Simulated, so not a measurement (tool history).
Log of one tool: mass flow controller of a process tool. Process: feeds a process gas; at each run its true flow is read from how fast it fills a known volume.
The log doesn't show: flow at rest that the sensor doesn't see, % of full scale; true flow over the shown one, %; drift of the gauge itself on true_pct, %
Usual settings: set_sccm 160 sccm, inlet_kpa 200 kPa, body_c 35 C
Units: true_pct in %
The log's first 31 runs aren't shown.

run     hour  set_sccm  inlet_kpa  body_c  hours of work since the controller was set to zero  hours of work since the controller was changed  true_pct
 32   8471.7        29        279      38                                                5978                                            5978    101.57
 33   8633.2        39        238      38                                                6055                                            6055    101.35
 34   8954.4        39        238      38                                                6209                                            6209    101.43
 35   9113.9       150        183      33                                                6285                                            6285    100.93
 36   9405.7       101        235      28                                                6425                                            6425    100.47
 37   9749.6       101        235      28                                                6590                                            6590    100.54
 38  10029.2        28        200      35                                                6724                                            6724    100.94
 39  10288.4        74        270      24                                                6848                                            6848     100.4
 40  10500.7        74        270      24                                                6950                                            6950    100.39
 41    10699        23        232      24                                                7045                                            7045    100.07
 42  10973.8        23        232      20                                                7177                                            7177     99.57
 43  11263.9       103        279      36                                                7316                                            7316    101.84
 44  11454.7       160        183      35                                                7407                                            7407    101.31
 45  11653.3        39        203      36                                                7503                                            7503    101.25
 46    11965        95        242      29                                                7652                                            7652    100.95
 47  12273.2       102        200      35                                                7800                                            7800    101.57
 48  12459.1        72        253      26                                                7889                                            7889    100.75

3 ways to go on from here, each from the tool as it stands after run 48. What would each give?
  A  12695.4        22        191      26                                                8002                                            8002         ?
  B  12695.4        72        253      22                                                8002                                            8002         ?
  C  12695.4        72        218      23                                                8002                                            8002         ?

run  true_pct
  A    100.19
  B     100.2
  C    100.07
Without the tool's hidden state the same runs would have given:
run  true_pct
  A     99.64
  B     99.63
  C     99.51
